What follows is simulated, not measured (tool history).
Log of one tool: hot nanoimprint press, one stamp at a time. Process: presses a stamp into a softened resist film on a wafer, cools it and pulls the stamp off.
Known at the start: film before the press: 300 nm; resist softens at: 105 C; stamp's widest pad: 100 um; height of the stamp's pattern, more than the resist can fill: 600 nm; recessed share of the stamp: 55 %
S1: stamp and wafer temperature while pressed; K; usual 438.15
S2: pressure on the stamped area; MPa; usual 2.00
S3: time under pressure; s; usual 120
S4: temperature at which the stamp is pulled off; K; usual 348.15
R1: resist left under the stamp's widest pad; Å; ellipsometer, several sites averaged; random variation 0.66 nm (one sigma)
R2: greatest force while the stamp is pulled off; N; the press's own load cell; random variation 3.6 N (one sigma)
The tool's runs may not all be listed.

{"run": 1, "hour": 0.0, "S1": 438.15, "S2": 2.0, "S3": 120, "S4": 348.15, "R1": 1444, "R2": 175}
{"run": 2, "hour": 55.4, "S1": 438.15, "S2": 2.0, "S3": 120, "S4": 348.15, "R1": 1454, "R2": 174}
{"run": 3, "hour": 122.0, "S1": 438.15, "S2": 2.0, "S3": 120, "S4": 348.15, "R1": 1449, "R2": 170}
{"hour": 147.5, "done": "stamp cleaned and given a new release coat"}
{"run": 4, "hour": 199.8, "S1": 438.15, "S2": 2.0, "S3": 83, "S4": 348.15, "R1": 1626, "R2": 171}
{"run": 5, "hour": 261.2, "S1": 438.15, "S2": 2.0, "S3": 83, "S4": 348.15, "R1": 1620, "R2": 171}
{"run": 6, "hour": 299.6, "S1": 438.15, "S2": 2.0, "S3": 83, "S4": 348.15, "R1": 1623, "R2": 175}
{"run": 7, "hour": 347.3, "S1": 438.15, "S2": 2.0, "S3": 83, "S4": 348.15, "R1": 1627, "R2": 176}
{"run": 8, "hour": 422.0, "S1": 438.15, "S2": 2.0, "S3": 120, "S4": 347.15, "R1": 1446, "R2": 178}
{"hour": 430.6, "done": "plate thermocouple calibrated"}
{"run": 9, "hour": 483.9, "S1": 438.15, "S2": 2.0, "S3": 120, "S4": 348.15, "R1": 1447, "R2": 174}
{"run": 10, "hour": 562.8, "S1": 438.15, "S2": 2.0, "S3": 120, "S4": 348.15, "R1": 1453, "R2": 174}
{"hour": 574.8, "done": "stamp cleaned and given a new release coat"}
{"run": 11, "hour": 650.3, "S1": 438.15, "S2": 2.0, "S3": 120, "S4": 348.15, "R1": 1442, "R2": 177}
{"hour": 674.5, "done": "press's hydraulic seals changed and the load cell set to zero"}
{"run": 12, "hour": 737.1, "S1": 438.15, "S2": 2.35, "S3": 120, "S4": 348.15, "R1": 1328, "R2": 171}
{"run": 13, "hour": 824.4, "S1": 438.15, "S2": 2.35, "S3": 120, "S4": 348.15, "R1": 1317, "R2": 170}
{"run": 14, "hour": 910.8, "S1": 437.15, "S2": 2.0, "S3": 80, "S4": 348.15, "R1": 1685, "R2": 170}
{"hour": 937.5, "done": "plate thermocouple calibrated"}
{"run": 15, "hour": 962.1, "S1": 437.15, "S2": 2.0, "S3": 80, "S4": 348.15, "R1": 1685, "R2": 170}

Run 16 comes next. What will it give?
{"hour": 1010.8, "done": "stamp cleaned and given a new release coat"}
{"run": 16, "hour": 1027.3, "S1": 427.15, "S2": 1.46, "S3": 82, "S4": 344.15, "R1": "?", "R2": "?"}

Run 16 gave R1 2449 Å, R2 187 N.
Without the tool's hidden state the same run would have given R1 2450 Å, R2 187 N.
